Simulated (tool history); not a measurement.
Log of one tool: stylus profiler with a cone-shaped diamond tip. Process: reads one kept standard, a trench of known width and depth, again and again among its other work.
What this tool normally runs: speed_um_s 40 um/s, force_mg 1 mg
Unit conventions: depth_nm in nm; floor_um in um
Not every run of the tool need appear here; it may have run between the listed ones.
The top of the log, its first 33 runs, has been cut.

run,hour,speed_um_s,force_mg,scans with this tip,hours of work since the height scale was calibrated,depth_nm,floor_um
34,827.9,24,0.66,2228,214,100.61,47.51
35,857.6,24,0.66,2445,235,100.54,47.5
36,878.3,24,0.66,2595,249,100.6,47.48
37,908.4,24,0.66,2814,270,100.5,47.42
38,923,24,0.66,2921,280,100.49,47.47
39,955.3,13,0.37,3155,303,100.41,47.48
40,975.4,36,1.29,3302,317,100.94,47.37
41,992.1,40,0.72,3423,328,100.53,47.2
42,1016.1,40,0.72,3598,345,100.63,47.2
43,1036.4,49,2.3,3746,359,101.33,47.33
44,1063.1,11,2.99,3941,378,101.5,47.48
45,1080.6,40,0.92,4068,390,100.65,47.22

5 options for the next run, each taken on its own from the tool as it stands now. Forecast them:
A,1111.1,74,0.44,4290,412,?,?
B,1111.1,40,1.2,4290,412,?,?
C,1111.1,15,0.65,4290,412,?,?
D,1111.1,40,0.83,4290,412,?,?
E,1111.1,18,0.43,4290,412,?,?

run,depth_nm,floor_um
A,100.3,46.51
B,100.81,47.26
C,100.56,47.36
D,100.69,47.11
E,100.42,47.26
The same runs, with their run-to-run variation unchanged, on a tool lacking any hidden condition would have given:
run,depth_nm,floor_um
A,100.37,46.96
B,100.88,47.71
C,100.62,47.81
D,100.75,47.56
E,100.48,47.71
